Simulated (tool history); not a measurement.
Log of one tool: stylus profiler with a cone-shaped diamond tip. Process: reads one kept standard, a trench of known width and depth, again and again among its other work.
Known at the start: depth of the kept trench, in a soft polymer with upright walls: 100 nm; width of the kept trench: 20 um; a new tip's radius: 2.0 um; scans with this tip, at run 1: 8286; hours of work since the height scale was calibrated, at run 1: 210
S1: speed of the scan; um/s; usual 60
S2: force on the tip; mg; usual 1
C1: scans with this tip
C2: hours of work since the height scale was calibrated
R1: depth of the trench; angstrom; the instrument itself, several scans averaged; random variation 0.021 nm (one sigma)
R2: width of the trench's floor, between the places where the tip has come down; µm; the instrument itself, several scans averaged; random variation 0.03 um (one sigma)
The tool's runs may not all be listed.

| run | hour | S1 | S2 | C1 | C2 | R1 | R2 |
|---|---|---|---|---|---|---|---|
| 1 | 0 | 60 | 1 | 8286 | 210 | 1004.7 | 17.94 |
| 2 | 45.7 | 60 | 1 | 8440 | 233 | 1004.4 | 17.91 |
| 3 | 90.7 | 60 | 1 | 8591 | 256 | 1004.6 | 17.87 |
| 4 | 150.9 | 52 | 1 | 8793 | 287 | 1004.5 | 17.91 |
| 5 | 217.1 | 52 | 1 | 9016 | 321 | 1004.1 | 17.96 |
| 6 | 256 | 52 | 1 | 9146 | 341 | 1004.4 | 17.93 |
| 7 | 324.8 | 52 | 1 | 9377 | 377 | 1004.1 | 17.94 |
| 8 | 391.6 | 102 | 1 | 9601 | 411 | 1004.1 | 17.57 |
| 9 | 427 | 102 | 1 | 9720 | 430 | 1004 | 17.59 |
| 10 | 499.1 | 102 | 1 | 9962 | 467 | 1004 | 17.57 |
| 11 | 539 | 102 | 1 | 10097 | 487 | 1003.9 | 17.48 |
| 12 | 595.3 | 102 | 1 | 10286 | 516 | 1003.5 | 17.52 |
| 13 | 655.1 | 102 | 1 | 10486 | 547 | 1003.6 | 17.52 |
| 14 | 692.3 | 102 | 1 | 10611 | 566 | 1003.5 | 17.51 |
| 15 | 757.8 | 77 | 1 | 10831 | 600 | 1003.3 | 17.71 |
| 16 | 836.1 | 77 | 1 | 11094 | 640 | 1003.3 | 17.66 |
| 17 | 902.1 | 77 | 1 | 11316 | 674 | 1003.3 | 17.68 |
| 18 | 967.5 | 60 | 2.12 | 11535 | 708 | 1006.6 | 17.96 |
| 19 | 1039.1 | 60 | 2.12 | 11776 | 745 | 1006.7 | 17.91 |
| 20 | 1085 | 189 | 2.04 | 11930 | 768 | 1005.9 | 17.27 |
| 21 | 1152.6 | 80 | 0.84 | 12157 | 803 | 1002.1 | 17.61 |
| 22 | 1206.6 | 80 | 0.84 | 12338 | 831 | 1002.2 | 17.51 |
| 23 | 1282.6 | 36 | 0.57 | 12593 | 870 | 1000.9 | 17.85 |
| 24 | 1343.7 | 212 | 2.22 | 12799 | 902 | 1006.4 | 17.1 |
| 25 | 1380.9 | 20 | 0.53 | 12924 | 921 | 1000.6 | 17.99 |
| 26 | 1446 | 20 | 1.84 | 13142 | 954 | 1005.2 | 18.04 |
| 27 | 1527.3 | 76 | 1 | 13415 | 996 | 1002.4 | 17.59 |
| 28 | 1574.5 | 115 | 0.71 | 13574 | 1021 | 1000.9 | 17.15 |
|  | 1609.1 | height scale calibrated on a step standard |
| 29 | 1650.5 | 115 | 0.71 | 13827 | 21 | 1004.3 | 17.16 |
| 30 | 1689.2 | 95 | 0.34 | 13957 | 41 | 1002.5 | 16.97 |
|  | 1759.7 | new tip fitted, height scale calibrated |
| 31 | 1767.5 | 59 | 1.5 | 27 | 4 | 1006.5 | 18.4 |
| 32 | 1814.8 | 152 | 0.36 | 185 | 28 | 1002.3 | 16.85 |
| 33 | 1859.7 | 152 | 0.36 | 336 | 51 | 1001.9 | 16.92 |
| 34 | 1909 | 60 | 1.99 | 502 | 77 | 1007.7 | 18.4 |
| 35 | 1966.1 | 181 | 1 | 694 | 106 | 1004.6 | 17.4 |
| 36 | 2038.7 | 181 | 1 | 937 | 144 | 1004.4 | 17.36 |

Forecast run 37:
| 37 | 2071.9 | 181 | 1 | 1049 | 161 | ? | ? |

{"run 37": {"R1": 1004.1, "R2": 17.39}}
Without the tool's hidden state the same run would have given R1 1004.9 angstrom, R2 17.46 µm.
